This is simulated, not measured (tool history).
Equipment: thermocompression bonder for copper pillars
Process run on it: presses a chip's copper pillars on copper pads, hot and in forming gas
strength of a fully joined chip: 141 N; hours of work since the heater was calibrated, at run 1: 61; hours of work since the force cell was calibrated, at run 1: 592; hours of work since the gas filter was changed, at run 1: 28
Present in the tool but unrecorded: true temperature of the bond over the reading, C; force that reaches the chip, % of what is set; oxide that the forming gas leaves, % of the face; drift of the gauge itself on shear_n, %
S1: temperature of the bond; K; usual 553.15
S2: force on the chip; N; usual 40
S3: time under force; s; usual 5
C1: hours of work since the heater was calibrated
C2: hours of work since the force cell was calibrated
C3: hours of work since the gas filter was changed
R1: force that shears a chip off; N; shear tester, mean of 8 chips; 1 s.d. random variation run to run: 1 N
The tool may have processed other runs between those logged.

run	hour	S1	S2	S3	C1	C2	C3	R1
1	0	553.15	40	5	61	592	28	88.3
2	24.2	561.15	40	5	79	610	45	94.8
3	44.4	561.15	40	5	94	625	60	93.7
4	55.7	561.15	40	5	102	633	69	95.2
5	66.7	561.15	40	5	110	641	77	94.8
6	92.1	561.15	40	5	129	660	95	93.2
7	104.3	561.15	40	5	138	669	104	92.2
8	118.2	561.15	40	5	148	679	115	95.5
9	133.3	553.15	48	5	159	690	126	97.3
10	143.9	562.15	48	5	167	698	133	105.7
11	155.8	562.15	48	5	175	707	142	106.6
12	174.8	541.15	26	5	189	720	156	55.1
13	198.2	541.15	26	5	207	738	173	54.4
14	223.5	553.15	53	5	225	756	192	104.1
15	241.9	531.15	51	3	239	770	205	75.1
16	259.9	527.15	40	11	252	783	219	88.1
17	282.6	551.15	50	11	269	800	235	115.5
# hour 288.3: forming gas filter changed
18	296.3	551.15	50	11	278	809	6	118.9
19	311.4	551.15	50	11	289	820	17	120.6

Alternative continuations, all from the tool just after run 19; predict every row:
A	334.8	553.15	30	5	307	838	34	?
B	334.8	551.15	50	4	307	838	34	?
C	334.8	551.15	33	11	307	838	34	?
D	334.8	570.15	46	10	307	838	34	?

run	R1
A	71.3
B	97.3
C	97.6
D	123.9
The same runs, with their run-to-run variation unchanged, on a tool lacking any hidden condition would have given:
run	R1
A	68.1
B	94.1
C	94.4
D	122.2
